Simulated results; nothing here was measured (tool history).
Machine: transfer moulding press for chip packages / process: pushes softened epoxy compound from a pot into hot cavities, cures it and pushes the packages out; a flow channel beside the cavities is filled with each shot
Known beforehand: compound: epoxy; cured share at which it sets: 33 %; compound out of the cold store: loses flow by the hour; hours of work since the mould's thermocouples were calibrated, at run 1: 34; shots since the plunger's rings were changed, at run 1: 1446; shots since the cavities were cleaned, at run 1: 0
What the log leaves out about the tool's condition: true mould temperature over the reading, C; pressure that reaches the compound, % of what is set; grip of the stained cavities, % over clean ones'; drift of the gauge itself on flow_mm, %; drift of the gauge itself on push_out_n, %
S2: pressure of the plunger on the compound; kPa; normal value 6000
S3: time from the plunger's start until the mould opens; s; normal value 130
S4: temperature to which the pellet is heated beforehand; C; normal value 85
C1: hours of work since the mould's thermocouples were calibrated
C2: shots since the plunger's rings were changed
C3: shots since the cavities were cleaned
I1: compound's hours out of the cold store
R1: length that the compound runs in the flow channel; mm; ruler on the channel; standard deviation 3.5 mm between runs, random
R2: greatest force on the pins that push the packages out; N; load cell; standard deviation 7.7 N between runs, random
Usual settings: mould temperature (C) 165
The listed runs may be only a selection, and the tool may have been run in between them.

{"run": 1, "day": 0.0, "mould temperature (C)": 165, "S2": 6000, "S3": 130, "S4": 85, "C1": 34, "C2": 1446, "C3": 0, "I1": 9.6, "R1": 842, "R2": 336}
{"run": 2, "day": 0.417, "mould temperature (C)": 165, "S2": 6000, "S3": 124, "S4": 85, "C1": 39, "C2": 1508, "C3": 62, "I1": 39.1, "R1": 701, "R2": 374}
{"run": 3, "day": 0.704, "mould temperature (C)": 165, "S2": 6000, "S3": 124, "S4": 85, "C1": 42, "C2": 1551, "C3": 105, "I1": 8.8, "R1": 842, "R2": 430}
{"run": 4, "day": 1.029, "mould temperature (C)": 165, "S2": 6000, "S3": 124, "S4": 85, "C1": 45, "C2": 1599, "C3": 153, "I1": 22.3, "R1": 775, "R2": 454}
{"run": 5, "day": 1.438, "mould temperature (C)": 165, "S2": 6000, "S3": 124, "S4": 85, "C1": 49, "C2": 1659, "C3": 213, "I1": 45.8, "R1": 678, "R2": 461}
{"run": 6, "day": 1.692, "mould temperature (C)": 165, "S2": 6000, "S3": 124, "S4": 85, "C1": 52, "C2": 1697, "C3": 251, "I1": 10.2, "R1": 832, "R2": 512}
{"run": 7, "day": 2.025, "mould temperature (C)": 165, "S2": 6000, "S3": 124, "S4": 85, "C1": 56, "C2": 1746, "C3": 300, "I1": 31.4, "R1": 731, "R2": 516}
{"run": 8, "day": 2.412, "mould temperature (C)": 165, "S2": 6000, "S3": 124, "S4": 85, "C1": 60, "C2": 1804, "C3": 358, "I1": 14.5, "R1": 822, "R2": 574}
{"run": 9, "day": 2.717, "mould temperature (C)": 165, "S2": 6000, "S3": 124, "S4": 85, "C1": 63, "C2": 1849, "C3": 403, "I1": 30.8, "R1": 735, "R2": 540}
{"run": 10, "day": 3.05, "mould temperature (C)": 165, "S2": 6000, "S3": 124, "S4": 85, "C1": 66, "C2": 1898, "C3": 452, "I1": 29.7, "R1": 746, "R2": 592}
{"run": 11, "day": 3.267, "mould temperature (C)": 165, "S2": 6000, "S3": 124, "S4": 85, "C1": 68, "C2": 1930, "C3": 484, "I1": 23.4, "R1": 772, "R2": 605}
{"run": 12, "day": 3.579, "mould temperature (C)": 165, "S2": 6000, "S3": 124, "S4": 85, "C1": 72, "C2": 1976, "C3": 530, "I1": 38.3, "R1": 699, "R2": 622}
{"run": 13, "day": 3.883, "mould temperature (C)": 165, "S2": 6000, "S3": 124, "S4": 85, "C1": 75, "C2": 2022, "C3": 576, "I1": 17, "R1": 801, "R2": 622}
{"run": 14, "day": 4.292, "mould temperature (C)": 165, "S2": 6000, "S3": 130, "S4": 85, "C1": 79, "C2": 2082, "C3": 636, "I1": 39.3, "R1": 696, "R2": 591}
{"run": 15, "day": 4.742, "mould temperature (C)": 165, "S2": 5370, "S3": 130, "S4": 94, "C1": 84, "C2": 2148, "C3": 702, "I1": 46.8, "R1": 629, "R2": 594}
{"run": 16, "day": 4.921, "mould temperature (C)": 165, "S2": 5370, "S3": 149, "S4": 94, "C1": 86, "C2": 2175, "C3": 729, "I1": 40.1, "R1": 662, "R2": 600}
{"run": 17, "day": 5.279, "mould temperature (C)": 162, "S2": 6450, "S3": 165, "S4": 79, "C1": 90, "C2": 2228, "C3": 782, "I1": 21, "R1": 816, "R2": 606}
{"run": 18, "day": 5.533, "mould temperature (C)": 162, "S2": 6450, "S3": 165, "S4": 79, "C1": 92, "C2": 2266, "C3": 820, "I1": 29.6, "R1": 774, "R2": 612}
{"run": 19, "day": 5.775, "mould temperature (C)": 166, "S2": 4520, "S3": 146, "S4": 79, "C1": 95, "C2": 2302, "C3": 856, "I1": 38.7, "R1": 604, "R2": 612}
{"run": 20, "day": 6.192, "mould temperature (C)": 166, "S2": 4520, "S3": 146, "S4": 79, "C1": 99, "C2": 2363, "C3": 917, "I1": 18.7, "R1": 688, "R2": 634}
{"run": 21, "day": 6.496, "mould temperature (C)": 164, "S2": 6000, "S3": 127, "S4": 85, "C1": 102, "C2": 2408, "C3": 962, "I1": 30.7, "R1": 740, "R2": 714}
{"day": 6.721, "done": "cavities cleaned with cleaning compound and waxed"}
{"run": 22, "day": 6.825, "mould temperature (C)": 165, "S2": 7170, "S3": 130, "S4": 94, "C1": 105, "C2": 2448, "C3": 16, "I1": 29.5, "R1": 808, "R2": 332}
{"run": 23, "day": 7.225, "mould temperature (C)": 164, "S2": 5340, "S3": 130, "S4": 95, "C1": 109, "C2": 2507, "C3": 75, "I1": 48, "R1": 622, "R2": 374}
{"run": 24, "day": 7.662, "mould temperature (C)": 164, "S2": 5340, "S3": 130, "S4": 95, "C1": 114, "C2": 2572, "C3": 140, "I1": 40.3, "R1": 654, "R2": 424}
{"run": 25, "day": 7.933, "mould temperature (C)": 160, "S2": 6000, "S3": 130, "S4": 85, "C1": 117, "C2": 2612, "C3": 180, "I1": 19.8, "R1": 796, "R2": 560}
{"run": 26, "day": 8.229, "mould temperature (C)": 165, "S2": 5010, "S3": 130, "S4": 85, "C1": 120, "C2": 2656, "C3": 224, "I1": 8.2, "R1": 772, "R2": 473}
{"run": 27, "day": 8.588, "mould temperature (C)": 168, "S2": 5200, "S3": 117, "S4": 89, "C1": 124, "C2": 2709, "C3": 277, "I1": 46.8, "R1": 616, "R2": 468}
{"run": 28, "day": 8.858, "mould temperature (C)": 165, "S2": 5450, "S3": 160, "S4": 85, "C1": 126, "C2": 2749, "C3": 317, "I1": 14.3, "R1": 766, "R2": 458}

For each entry between runs, how does the tool's hidden state at the last listed run before it compare with that at the first listed run after it?
Run 21 -> run 22: cavities cleaned with cleaning compound and waxed (day 6.721)
  true mould temperature over the reading, C: -0.48 -> -0.49; pressure that reaches the compound, % of what is set: 95.12 -> 95.05; grip of the stained cavities, % over clean ones': 108 -> 4.3
  measured less the result without the state, R1: -17 -> -19 mm; R2: +378 -> +17 N
